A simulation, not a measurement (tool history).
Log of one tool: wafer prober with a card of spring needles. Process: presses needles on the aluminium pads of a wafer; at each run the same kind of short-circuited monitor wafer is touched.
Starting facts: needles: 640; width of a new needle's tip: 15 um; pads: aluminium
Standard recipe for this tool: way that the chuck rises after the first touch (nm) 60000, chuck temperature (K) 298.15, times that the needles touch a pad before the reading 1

run	hour	way that the chuck rises after the first touch (nm)	chuck temperature (K)	times that the needles touch a pad before the reading	resistance of one needle with its contact and lead (mohm)	way that a needle slides on the pad (nm)
1	0	60000	298.15	1	292	9350
# hour 5.8: tips cleaned on abrasive film
# hour 20.2: tips cleaned on abrasive film
# hour 31.8: tips cleaned on abrasive film
# hour 46.2: tips cleaned on abrasive film
2	53.1	60000	298.15	1	289	9300
# hour 58.9: tips cleaned on abrasive film
# hour 73.3: tips cleaned on abrasive film
# hour 87.7: tips cleaned on abrasive film
# hour 96.6: height of the first contact set anew
# hour 99.6: tips cleaned on abrasive film
# hour 113.7: tips cleaned on abrasive film
3	113.7	57000	298.15	1	275	8920
# hour 128.1: tips cleaned on abrasive film
# hour 142.5: tips cleaned on abrasive film
# hour 156.9: tips cleaned on abrasive film
# hour 168.5: tips cleaned on abrasive film
# hour 182.9: tips cleaned on abrasive film
4	190.6	57000	298.15	1	295	8900
# hour 196.4: tips cleaned on abrasive film
# hour 207.9: tips cleaned on abrasive film
# hour 222.3: tips cleaned on abrasive film
5	232	60000	298.15	2	285	9350
# hour 235: tips cleaned on abrasive film
# hour 249.3: tips cleaned on abrasive film
# hour 263.7: tips cleaned on abrasive film
# hour 278.1: tips cleaned on abrasive film
# hour 289.7: tips cleaned on abrasive film
6	290.5	60000	298.15	1	276	9310
# hour 302.1: tips cleaned on abrasive film
# hour 313.6: tips cleaned on abrasive film
# hour 325.2: tips cleaned on abrasive film
# hour 331.2: height of the first contact set anew
# hour 339.9: tips cleaned on abrasive film
# hour 354.2: tips cleaned on abrasive film
# hour 368.2: tips cleaned on abrasive film
7	368.2	60000	337.15	1	292	9380
# hour 382.5: tips cleaned on abrasive film
# hour 394.1: tips cleaned on abrasive film
# hour 408.5: tips cleaned on abrasive film
# hour 422.9: tips cleaned on abrasive film
8	432.9	46000	298.15	1	312	7160
# hour 435.8: tips cleaned on abrasive film
# hour 450.2: tips cleaned on abrasive film
# hour 464.6: tips cleaned on abrasive film
9	475.5	46000	298.15	1	314	7150
# hour 478.5: tips cleaned on abrasive film
# hour 492.8: tips cleaned on abrasive film
# hour 507.2: tips cleaned on abrasive film
# hour 521.6: tips cleaned on abrasive film
10	530	60000	298.15	2	284	9310
# hour 535.9: tips cleaned on abrasive film
# hour 547.4: tips cleaned on abrasive film
# hour 561.8: tips cleaned on abrasive film
# hour 565: height of the first contact set anew
# hour 576.5: tips cleaned on abrasive film
# hour 588: tips cleaned on abrasive film
11	595.7	60000	298.15	1	293	9370
# hour 601.6: tips cleaned on abrasive film
# hour 616: tips cleaned on abrasive film
# hour 630.3: tips cleaned on abrasive film
# hour 644.7: tips cleaned on abrasive film
# hour 659.1: tips cleaned on abrasive film
# hour 670.7: tips cleaned on abrasive film
12	679.4	60000	298.15	1	291	9370
# hour 682.3: tips cleaned on abrasive film
# hour 693.9: tips cleaned on abrasive film
# hour 708.3: tips cleaned on abrasive film
# hour 722.7: tips cleaned on abrasive film
13	727.2	60000	298.15	1	289	9320
# hour 735.9: tips cleaned on abrasive film
# hour 750.3: tips cleaned on abrasive film
# hour 764.7: tips cleaned on abrasive film
# hour 779.1: tips cleaned on abrasive film
# hour 793.5: tips cleaned on abrasive film
# hour 799.5: height of the first contact set anew
# hour 808.2: tips cleaned on abrasive film
# hour 822.6: tips cleaned on abrasive film
14	827	52000	308.15	2	290	8140
# hour 835.7: tips cleaned on abrasive film
# hour 847.2: tips cleaned on abrasive film
# hour 861.6: tips cleaned on abrasive film
# hour 876: tips cleaned on abrasive film
15	886.6	52000	308.15	2	300	8100
# hour 889.5: tips cleaned on abrasive film
# hour 903.9: tips cleaned on abrasive film
# hour 918.3: tips cleaned on abrasive film
# hour 932.7: tips cleaned on abrasive film
16	938	72000	397.15	3	308	11210
# hour 946.7: tips cleaned on abrasive film
# hour 958.2: tips cleaned on abrasive film
# hour 972.6: tips cleaned on abrasive film
# hour 987: tips cleaned on abrasive film
# hour 1001.4: tips cleaned on abrasive film
# hour 1015.8: tips cleaned on abrasive film
17	1026.2	60000	298.15	3	281	9290
# hour 1029.1: tips cleaned on abrasive film
# hour 1035.1: height of the first contact set anew
# hour 1043.8: tips cleaned on abrasive film
# hour 1058.2: tips cleaned on abrasive film
# hour 1072.6: tips cleaned on abrasive film
18	1077.8	60000	326.15	2	294	9400
# hour 1086.5: tips cleaned on abrasive film
# hour 1098: tips cleaned on abrasive film
# hour 1112.4: tips cleaned on abrasive film
# hour 1126.8: tips cleaned on abrasive film
19	1131.1	69000	298.15	3	269	10770
# hour 1139.7: tips cleaned on abrasive film
# hour 1154.1: tips cleaned on abrasive film
# hour 1168.5: tips cleaned on abrasive film
# hour 1180.1: tips cleaned on abrasive film
# hour 1194.5: tips cleaned on abrasive film
# hour 1206: tips cleaned on abrasive film
# hour 1220.4: tips cleaned on abrasive film
20	1223.3	69000	298.15	3	275	10710
# hour 1234.7: tips cleaned on abrasive film
# hour 1246.3: tips cleaned on abrasive film
# hour 1260.7: tips cleaned on abrasive film
# hour 1269.6: height of the first contact set anew
# hour 1275.4: tips cleaned on abrasive film
# hour 1289.8: tips cleaned on abrasive film
21	1291.3	71000	313.15	2	277	11120
# hour 1302.9: tips cleaned on abrasive film
# hour 1317.2: tips cleaned on abrasive film
# hour 1331.6: tips cleaned on abrasive film
# hour 1345.5: tips cleaned on abrasive film
22	1345.5	41000	313.15	2	291	6390
# hour 1359.9: tips cleaned on abrasive film
# hour 1374.3: tips cleaned on abrasive film
# hour 1388.7: tips cleaned on abrasive film
# hour 1403.1: tips cleaned on abrasive film
23	1410.6	41000	324.15	2	318	6370
# hour 1416.4: tips cleaned on abrasive film
# hour 1430.8: tips cleaned on abrasive film
# hour 1442.3: tips cleaned on abrasive film
# hour 1456.7: tips cleaned on abrasive film
# hour 1468.2: tips cleaned on abrasive film
# hour 1482.6: tips cleaned on abrasive film
# hour 1495.7: tips cleaned on abrasive film
24	1495.7	41000	324.15	2	300	6330
# hour 1504.6: height of the first contact set anew
# hour 1510.4: tips cleaned on abrasive film
# hour 1524.8: tips cleaned on abrasive film
# hour 1539.2: tips cleaned on abrasive film
# hour 1553.6: tips cleaned on abrasive film
25	1558.1	41000	324.15	2	309	6400

Below, some changes in resistance of one needle with its contact and lead (mohm) between adjacent runs. For each, the amount present without the hidden state too (settings, incoming material, random variation) and the amount remaining for the hidden state with gauge scatter not shared by both compared results:
What the log doesn't record here: debris on the tips, nm; way that the needles fall short of the set height, um; tips' diameter, um; drift of the gauge itself on contact_mohm, %; drift of the gauge itself on scrub_um, %.
Run 7 -> 8: way that the chuck rises after the first touch (nm) 60000 -> 46000, chuck temperature (K) 337.15 -> 298.15, tips cleaned on abrasive film, tips cleaned on abrasive film, tips cleaned on abrasive film, tips cleaned on abrasive film. resistance of one needle with its contact and lead (mohm) +20: hidden state +32, all else -12.
Run 9 -> 10: way that the chuck rises after the first touch (nm) 46000 -> 60000, times that the needles touch a pad before the reading 1 -> 2, tips cleaned on abrasive film, tips cleaned on abrasive film, tips cleaned on abrasive film, tips cleaned on abrasive film. resistance of one needle with its contact and lead (mohm) -30: hidden state -25, all else -5.
Run 16 -> 17: way that the chuck rises after the first touch (nm) 72000 -> 60000, chuck temperature (K) 397.15 -> 298.15, tips cleaned on abrasive film, tips cleaned on abrasive film, tips cleaned on abrasive film, tips cleaned on abrasive film, tips cleaned on abrasive film, tips cleaned on abrasive film. resistance of one needle with its contact and lead (mohm) -27: hidden state +5, all else -32.
